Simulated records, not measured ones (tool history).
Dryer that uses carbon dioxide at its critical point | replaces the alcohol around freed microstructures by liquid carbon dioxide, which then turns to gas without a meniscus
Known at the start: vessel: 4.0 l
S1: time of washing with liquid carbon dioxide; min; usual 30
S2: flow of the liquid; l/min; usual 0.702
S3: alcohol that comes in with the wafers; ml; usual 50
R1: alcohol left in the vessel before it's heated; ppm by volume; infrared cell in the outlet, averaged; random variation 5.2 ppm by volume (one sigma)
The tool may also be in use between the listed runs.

run 1 hour=0.0 | S1=30 S2=0.702 S3=50 | R1=238
run 2 hour=36.9 | S1=30 S2=0.702 S3=50 | R1=260
run 3 hour=93.9 | S1=30 S2=1.191 S3=50 | R1=101
run 4 hour=142.2 | S1=30 S2=1.191 S3=50 | R1=105
run 5 hour=192.5 | S1=30 S2=0.702 S3=50 | R1=307
-- hour=201.9 inlet filter changed
run 6 hour=242.6 | S1=30 S2=0.702 S3=50 | R1=199
run 7 hour=295.7 | S1=30 S2=0.702 S3=50 | R1=214
run 8 hour=345.6 | S1=30 S2=0.702 S3=50 | R1=226
-- hour=367.5 purifier's bed changed
run 9 hour=404.7 | S1=30 S2=0.829 S3=50 | R1=66
run 10 hour=451.7 | S1=30 S2=0.829 S3=72 | R1=101
run 11 hour=486.2 | S1=30 S2=0.829 S3=72 | R1=110
run 12 hour=521.4 | S1=30 S2=0.702 S3=66 | R1=221
run 13 hour=548.9 | S1=30 S2=0.702 S3=50 | R1=184
run 14 hour=593.9 | S1=30 S2=0.702 S3=50 | R1=194
run 15 hour=657.8 | S1=30 S2=0.702 S3=50 | R1=204
run 16 hour=686.7 | S1=30 S2=0.702 S3=50 | R1=219
run 17 hour=716.2 | S1=30 S2=0.702 S3=50 | R1=240
-- hour=742.9 inlet filter changed
run 18 hour=778.1 | S1=30 S2=0.702 S3=50 | R1=146
run 19 hour=809.7 | S1=30 S2=0.702 S3=50 | R1=153
run 20 hour=846.3 | S1=18 S2=0.468 S3=81 | R1=3105
run 21 hour=882.1 | S1=18 S2=0.468 S3=81 | R1=3182
run 22 hour=924.6 | S1=22 S2=0.636 S3=87 | R1=1074
run 23 hour=986.2 | S1=38 S2=0.947 S3=42 | R1=47
run 24 hour=1019.8 | S1=20 S2=0.702 S3=42 | R1=591
run 25 hour=1074.6 | S1=19 S2=0.649 S3=22 | R1=486
run 26 hour=1131.9 | S1=19 S2=0.649 S3=22 | R1=521
run 27 hour=1194.2 | S1=27 S2=0.684 S3=43 | R1=340
run 28 hour=1227.3 | S1=27 S2=0.684 S3=43 | R1=346
-- hour=1282.6 inlet filter changed
run 29 hour=1288.6 | S1=27 S2=0.684 S3=43 | R1=237
run 30 hour=1333.8 | S1=21 S2=1.107 S3=53 | R1=149
run 31 hour=1368.1 | S1=21 S2=1.107 S3=53 | R1=152

5 ways to go on from here, each from the tool as it stands after run 31. What would each give?
run A hour=1429.3 | S1=29 S2=0.702 S3=104 | R1=?
run B hour=1429.3 | S1=31 S2=0.702 S3=110 | R1=?
run C hour=1429.3 | S1=28 S2=0.702 S3=58 | R1=?
run D hour=1429.3 | S1=28 S2=1.107 S3=53 | R1=?
run E hour=1429.3 | S1=30 S2=0.607 S3=48 | R1=?

run=A R1=377
run=B R1=304
run=C R1=292
run=D R1=92
run=E R1=294
Without the tool's hidden state the same runs would have given:
run=A R1=239
run=B R1=179
run=C R1=171
run=D R1=12
run=E R1=178
